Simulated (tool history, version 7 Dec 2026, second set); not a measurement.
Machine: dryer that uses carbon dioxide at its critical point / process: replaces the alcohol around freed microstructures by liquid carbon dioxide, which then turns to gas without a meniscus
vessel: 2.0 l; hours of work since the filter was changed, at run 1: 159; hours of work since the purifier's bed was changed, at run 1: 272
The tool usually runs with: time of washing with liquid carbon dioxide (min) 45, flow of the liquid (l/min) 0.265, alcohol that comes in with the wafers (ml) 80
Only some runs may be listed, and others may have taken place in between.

run    hour  time of washing with liquid carbon dioxide (min)  flow of the liquid (l/min)  alcohol that comes in with the wafers (ml)  hours of work since the filter was changed  hours of work since the purifier's bed was changed  alcohol left in the vessel before it's heated (ppm by volume)
  1       0                                                45                       0.265                                          80                                         159                                                 272                                                            279
       16.8  -- inlet filter changed
  2    30.9                                                45                       0.265                                          80                                           8                                                 290                                                            171
  3    55.5                                                45                       0.265                                          80                                          23                                                 304                                                            177
  4    74.8                                                45                       0.265                                          37                                          34                                                 316                                                            101
  5    96.4                                                45                       0.265                                          37                                          47                                                 328                                                            111
  6   119.2                                                45                       0.265                                          37                                          61                                                 342                                                            125
  7   143.8                                                45                       0.265                                          37                                          75                                                 357                                                            121
  8   172.6                                                45                       0.265                                          37                                          92                                                 374                                                            136
  9   185.8                                                45                       0.265                                          37                                         100                                                 381                                                            131
 10   214.7                                                45                       0.265                                          37                                         117                                                 398                                                            144
 11   245.5                                                45                       0.265                                          37                                         135                                                 417                                                            154
 12   261.1                                                45                       0.265                                          54                                         144                                                 426                                                            213
 13   288.2                                                32                       0.265                                          80                                         160                                                 442                                                           1076
        301  -- inlet filter changed
 14   310.2                                                45                       0.265                                          28                                           5                                                 454                                                            109
 15   326.6                                                45                       0.265                                          42                                          15                                                 464                                                            133
 16   342.2                                                68                       0.265                                          80                                          24                                                 473                                                             74
 17   372.6                                                68                       0.265                                          80                                          42                                                 491                                                             87
 18   395.4                                                45                       0.265                                          80                                          56                                                 505                                                            232
 19     410                                                45                       0.265                                          80                                          64                                                 513                                                            235
 20   426.5                                                45                       0.265                                          80                                          74                                                 523                                                            233
 21   442.5                                                27                       0.265                                          80                                          84                                                 533                                                           1623
 22   471.2                                                27                       0.265                                          80                                         101                                                 549                                                           1701
 23   497.5                                                45                       0.265                                          80                                         116                                                 565                                                            277
 24   518.9                                                45                       0.265                                          80                                         129                                                 578                                                            279
 25   548.6                                                45                       0.265                                          80                                         146                                                 595                                                            303
 26   562.7                                                32                       0.395                                          50                                         155                                                 604                                                            183
 27   576.4                                                32                       0.395                                          50                                         163                                                 612                                                            178
      586.4  -- inlet filter changed
 28   598.6                                                69                       0.259                                          34                                           7                                                 624                                                             93
 29   618.5                                                37                       0.259                                          51                                          19                                                 636                                                            347
 30     638                                                37                       0.259                                          51                                          31                                                 647                                                            366
 31   663.6                                                44                       0.291                                          63                                          46                                                 663                                                            162
 32   685.7                                                46                       0.265                                          25                                          59                                                 676                                                            125
 33   707.4                                                47                       0.384                                          21                                          72                                                 688                                                            100
 34   721.4                                                47                       0.384                                          21                                          80                                                 697                                                             93
 35   748.5                                                47                       0.202                                          21                                          96                                                 713                                                            238
 36   776.1                                                29                       0.426                                          98                                         112                                                 729                                                            300
 37   797.1                                                29                       0.426                                          98                                         125                                                 742                                                            303
 38   817.9                                                29                       0.426                                          98                                         137                                                 754                                                            307
 39   844.8                                                34                       0.265                                          80                                         153                                                 770                                                            901
 40   868.4                                                34                       0.265                                          80                                         167                                                 784                                                            945
      871.1  -- inlet filter changed
 41   891.6                                                32                       0.186                                          42                                          12                                                 797                                                           1293
 42     905                                                45                       0.313                                          21                                          20                                                 805                                                            118
 43   919.9                                                45                       0.313                                          21                                          29                                                 813                                                            115
 44     944                                                70                       0.313                                          21                                          43                                                 828                                                            105
 45   967.6                                                45                       0.283                                          22                                          57                                                 842                                                            135
 46   996.9                                                49                       0.247                                          73                                          74                                                 859                                                            251
 47  1023.8                                                38                       0.255                                          39                                          90                                                 875                                                            355
 48  1053.3                                                57                       0.206                                          39                                         108                                                 892                                                            212

Predict each of these 3 candidate next runs independently; none follows another, all start after run 48:
  A  1084                                                62                       0.388                                         107                                         126                                                 911                                                              ?
  B  1084                                                34                       0.325                                          39                                         126                                                 911                                                              ?
  C  1084                                                57                       0.206                                          51                                         126                                                 911                                                              ?

run  alcohol left in the vessel before it's heated (ppm by volume)
  A                                                            121
  B                                                            259
  C                                                            259
With no hidden state in the tool, these same runs would have given:
run  alcohol left in the vessel before it's heated (ppm by volume)
  A                                                              7
  B                                                             97
  C                                                             97
